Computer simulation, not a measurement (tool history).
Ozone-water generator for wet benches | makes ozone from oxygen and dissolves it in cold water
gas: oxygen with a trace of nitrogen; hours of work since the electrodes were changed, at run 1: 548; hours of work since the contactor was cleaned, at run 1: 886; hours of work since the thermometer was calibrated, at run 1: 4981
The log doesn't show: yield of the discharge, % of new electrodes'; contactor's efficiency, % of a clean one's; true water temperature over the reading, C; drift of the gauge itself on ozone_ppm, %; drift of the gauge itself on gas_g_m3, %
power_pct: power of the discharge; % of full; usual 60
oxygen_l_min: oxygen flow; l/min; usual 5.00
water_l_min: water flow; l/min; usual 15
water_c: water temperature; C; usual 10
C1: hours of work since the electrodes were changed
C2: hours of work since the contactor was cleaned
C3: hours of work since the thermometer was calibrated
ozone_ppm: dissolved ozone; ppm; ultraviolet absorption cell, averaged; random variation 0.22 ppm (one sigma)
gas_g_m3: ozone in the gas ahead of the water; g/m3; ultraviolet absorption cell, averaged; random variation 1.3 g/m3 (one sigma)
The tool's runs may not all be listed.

{"run": 1, "hour": 0.0, "power_pct": 60, "oxygen_l_min": 5.0, "water_l_min": 15, "water_c": 10, "C1": 548, "C2": 886, "C3": 4981, "ozone_ppm": 30.6, "gas_g_m3": 225.5}
{"run": 2, "hour": 132.6, "power_pct": 60, "oxygen_l_min": 5.0, "water_l_min": 15, "water_c": 11, "C1": 671, "C2": 1009, "C3": 5104, "ozone_ppm": 30.0, "gas_g_m3": 226.1}
{"run": 3, "hour": 234.2, "power_pct": 60, "oxygen_l_min": 5.0, "water_l_min": 15, "water_c": 11, "C1": 765, "C2": 1103, "C3": 5199, "ozone_ppm": 30.4, "gas_g_m3": 222.9}
{"run": 4, "hour": 323.8, "power_pct": 60, "oxygen_l_min": 5.0, "water_l_min": 15, "water_c": 10, "C1": 848, "C2": 1186, "C3": 5282, "ozone_ppm": 29.9, "gas_g_m3": 223.9}
{"run": 5, "hour": 404.7, "power_pct": 60, "oxygen_l_min": 5.0, "water_l_min": 15, "water_c": 10, "C1": 923, "C2": 1261, "C3": 5357, "ozone_ppm": 30.1, "gas_g_m3": 221.6}
{"run": 6, "hour": 499.9, "power_pct": 60, "oxygen_l_min": 5.0, "water_l_min": 15, "water_c": 10, "C1": 1012, "C2": 1350, "C3": 5445, "ozone_ppm": 30.1, "gas_g_m3": 218.0}
{"run": 7, "hour": 648.4, "power_pct": 60, "oxygen_l_min": 5.0, "water_l_min": 15, "water_c": 10, "C1": 1149, "C2": 1488, "C3": 5583, "ozone_ppm": 29.1, "gas_g_m3": 217.5}
{"run": 8, "hour": 723.5, "power_pct": 60, "oxygen_l_min": 5.0, "water_l_min": 15, "water_c": 10, "C1": 1219, "C2": 1557, "C3": 5653, "ozone_ppm": 29.4, "gas_g_m3": 215.8}
{"run": 9, "hour": 847.0, "power_pct": 60, "oxygen_l_min": 3.98, "water_l_min": 15, "water_c": 10, "C1": 1334, "C2": 1672, "C3": 5767, "ozone_ppm": 27.7, "gas_g_m3": 236.2}
{"run": 10, "hour": 935.1, "power_pct": 60, "oxygen_l_min": 3.98, "water_l_min": 15, "water_c": 10, "C1": 1415, "C2": 1754, "C3": 5849, "ozone_ppm": 27.8, "gas_g_m3": 235.8}
{"run": 11, "hour": 1026.8, "power_pct": 60, "oxygen_l_min": 3.98, "water_l_min": 15, "water_c": 10, "C1": 1501, "C2": 1839, "C3": 5934, "ozone_ppm": 27.9, "gas_g_m3": 236.4}
{"hour": 1103.6, "done": "water thermometer calibrated"}
{"run": 12, "hour": 1115.7, "power_pct": 60, "oxygen_l_min": 5.0, "water_l_min": 15, "water_c": 10, "C1": 1583, "C2": 1921, "C3": 11, "ozone_ppm": 29.1, "gas_g_m3": 212.6}
{"run": 13, "hour": 1200.2, "power_pct": 60, "oxygen_l_min": 5.0, "water_l_min": 15, "water_c": 10, "C1": 1661, "C2": 1999, "C3": 90, "ozone_ppm": 28.6, "gas_g_m3": 212.4}
{"run": 14, "hour": 1292.1, "power_pct": 60, "oxygen_l_min": 5.0, "water_l_min": 15, "water_c": 10, "C1": 1746, "C2": 2085, "C3": 175, "ozone_ppm": 28.1, "gas_g_m3": 209.6}
{"run": 15, "hour": 1420.8, "power_pct": 60, "oxygen_l_min": 5.0, "water_l_min": 10, "water_c": 10, "C1": 1866, "C2": 2204, "C3": 294, "ozone_ppm": 39.0, "gas_g_m3": 208.0}
{"run": 16, "hour": 1523.3, "power_pct": 60, "oxygen_l_min": 5.0, "water_l_min": 10, "water_c": 10, "C1": 1961, "C2": 2299, "C3": 390, "ozone_ppm": 38.6, "gas_g_m3": 206.6}
{"run": 17, "hour": 1638.8, "power_pct": 73, "oxygen_l_min": 7.2, "water_l_min": 12, "water_c": 17, "C1": 2068, "C2": 2406, "C3": 497, "ozone_ppm": 32.4, "gas_g_m3": 194.0}
{"run": 18, "hour": 1741.8, "power_pct": 62, "oxygen_l_min": 4.86, "water_l_min": 14, "water_c": 5, "C1": 2164, "C2": 2502, "C3": 592, "ozone_ppm": 31.8, "gas_g_m3": 208.1}
{"run": 19, "hour": 1876.1, "power_pct": 41, "oxygen_l_min": 8.72, "water_l_min": 15, "water_c": 14, "C1": 2288, "C2": 2626, "C3": 717, "ozone_ppm": 21.9, "gas_g_m3": 134.2}
{"run": 20, "hour": 1982.2, "power_pct": 41, "oxygen_l_min": 8.72, "water_l_min": 15, "water_c": 14, "C1": 2387, "C2": 2725, "C3": 815, "ozone_ppm": 21.7, "gas_g_m3": 133.6}
{"run": 21, "hour": 2043.9, "power_pct": 59, "oxygen_l_min": 2.82, "water_l_min": 15, "water_c": 10, "C1": 2444, "C2": 2782, "C3": 873, "ozone_ppm": 24.0, "gas_g_m3": 251.0}
{"run": 22, "hour": 2138.6, "power_pct": 60, "oxygen_l_min": 5.0, "water_l_min": 17, "water_c": 10, "C1": 2532, "C2": 2870, "C3": 961, "ozone_ppm": 23.6, "gas_g_m3": 199.3}
{"run": 23, "hour": 2202.3, "power_pct": 92, "oxygen_l_min": 3.18, "water_l_min": 11, "water_c": 7, "C1": 2591, "C2": 2929, "C3": 1020, "ozone_ppm": 41.0, "gas_g_m3": 288.3}
{"run": 24, "hour": 2280.4, "power_pct": 92, "oxygen_l_min": 3.18, "water_l_min": 11, "water_c": 7, "C1": 2663, "C2": 3002, "C3": 1092, "ozone_ppm": 41.2, "gas_g_m3": 287.4}
{"run": 25, "hour": 2382.7, "power_pct": 51, "oxygen_l_min": 3.18, "water_l_min": 11, "water_c": 7, "C1": 2758, "C2": 3097, "C3": 1187, "ozone_ppm": 31.1, "gas_g_m3": 217.1}
{"run": 26, "hour": 2529.0, "power_pct": 48, "oxygen_l_min": 2.71, "water_l_min": 13, "water_c": 6, "C1": 2894, "C2": 3232, "C3": 1323, "ozone_ppm": 24.9, "gas_g_m3": 226.3}
{"hour": 2622.3, "done": "contactor cleaned"}
{"run": 27, "hour": 2622.3, "power_pct": 48, "oxygen_l_min": 6.77, "water_l_min": 20, "water_c": 6, "C1": 2977, "C2": 0, "C3": 1406, "ozone_ppm": 20.4, "gas_g_m3": 153.2}
{"run": 28, "hour": 2731.5, "power_pct": 60, "oxygen_l_min": 4.32, "water_l_min": 22, "water_c": 10, "C1": 3078, "C2": 101, "C3": 1507, "ozone_ppm": 17.5, "gas_g_m3": 201.9}
{"run": 29, "hour": 2816.0, "power_pct": 60, "oxygen_l_min": 2.64, "water_l_min": 22, "water_c": 13, "C1": 3157, "C2": 180, "C3": 1585, "ozone_ppm": 14.4, "gas_g_m3": 246.9}
{"run": 30, "hour": 2880.4, "power_pct": 60, "oxygen_l_min": 2.64, "water_l_min": 22, "water_c": 13, "C1": 3217, "C2": 240, "C3": 1645, "ozone_ppm": 14.6, "gas_g_m3": 245.1}
{"run": 31, "hour": 3007.7, "power_pct": 60, "oxygen_l_min": 5.0, "water_l_min": 15, "water_c": 5, "C1": 3335, "C2": 358, "C3": 1763, "ozone_ppm": 27.6, "gas_g_m3": 185.2}
{"run": 32, "hour": 3139.5, "power_pct": 60, "oxygen_l_min": 5.0, "water_l_min": 15, "water_c": 5, "C1": 3457, "C2": 480, "C3": 1886, "ozone_ppm": 26.9, "gas_g_m3": 184.8}

Forecast each of these 3 alternatives for the next run:
{"run": "A", "hour": 3220.0, "power_pct": 78, "oxygen_l_min": 5.0, "water_l_min": 15, "water_c": 10, "C1": 3532, "C2": 555, "C3": 1960, "ozone_ppm": "?", "gas_g_m3": "?"}
{"run": "B", "hour": 3220.0, "power_pct": 60, "oxygen_l_min": 5.0, "water_l_min": 15, "water_c": 6, "C1": 3532, "C2": 555, "C3": 1960, "ozone_ppm": "?", "gas_g_m3": "?"}
{"run": "C", "hour": 3220.0, "power_pct": 60, "oxygen_l_min": 4.59, "water_l_min": 14, "water_c": 9, "C1": 3532, "C2": 555, "C3": 1960, "ozone_ppm": "?", "gas_g_m3": "?"}

run=A ozone_ppm=28.3 gas_g_m3=202.8
run=B ozone_ppm=26.9 gas_g_m3=182.9
run=C ozone_ppm=26.9 gas_g_m3=190.7
Without the tool's hidden state the same runs would have given:
run=A ozone_ppm=38.1 gas_g_m3=268.8
run=B ozone_ppm=35.1 gas_g_m3=234.7
run=C ozone_ppm=35.0 gas_g_m3=244.5
